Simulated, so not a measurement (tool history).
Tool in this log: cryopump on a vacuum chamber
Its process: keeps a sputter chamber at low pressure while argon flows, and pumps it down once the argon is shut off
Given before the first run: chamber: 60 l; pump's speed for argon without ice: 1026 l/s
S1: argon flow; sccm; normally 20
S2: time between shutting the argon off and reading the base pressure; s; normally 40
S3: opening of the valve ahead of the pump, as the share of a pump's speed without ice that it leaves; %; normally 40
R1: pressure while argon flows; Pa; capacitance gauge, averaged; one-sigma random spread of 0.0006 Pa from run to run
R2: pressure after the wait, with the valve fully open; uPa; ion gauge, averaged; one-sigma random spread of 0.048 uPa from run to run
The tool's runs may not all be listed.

run   hour  S1  S2  S3      R1    R2
  1    0.0  20  40  40  0.0915  4.86
  2   34.8  20  43  40  0.0913  5.04
      81.8  -- pump warmed up, emptied and cooled again
  3   96.5  20  43  40  0.0833  4.50
     159.9  -- leaking fittings of the chamber tightened, without venting
  4  161.2  20  39  40  0.0838  3.05
  5  216.1  20  39  29  0.1167  3.15
  6  284.9  20  39  29  0.1174  3.28
  7  321.2  20  39  29  0.1174  3.38
  8  371.3  20  39  29  0.1195  3.46
  9  447.9  20  39  29  0.1203  3.60
 10  516.2  20  33  52  0.0720  4.18
 11  579.6   8  88  20  0.0698  2.34
 12  624.5   8  88  20  0.0701  2.34
     676.1  -- pump warmed up, emptied and cooled again
 13  702.1  20  34  40  0.0838  4.03
 14  757.7  19  24  18  0.1754  5.32
 15  816.5  19  24  18  0.1782  5.64

Some steps in R1, run to run, broken into two amounts with sign: the step expected even without the hidden condition (settings, incoming material, random variation), and the rest, left for the hidden condition together with whatever gauge scatter is not in both the measured and the hidden-condition-free result:
Unlogged tool condition in this case: pump's speed, % of a pump's without ice; cold plate's temperature, K; leak into the chamber, uPa l/s; drift of the gauge itself on working_pa, %; drift of the gauge itself on base_upa, %.
Run 2 -> 3: pump warmed up, emptied and cooled again. R1 -0.0080 Pa: hidden state -0.0087, all else +0.0007.
Run 13 -> 14: S1 20 -> 19, S2 34 -> 24, S3 40 -> 18. R1 +0.0916 Pa: hidden state +0.0008, all else +0.0908.
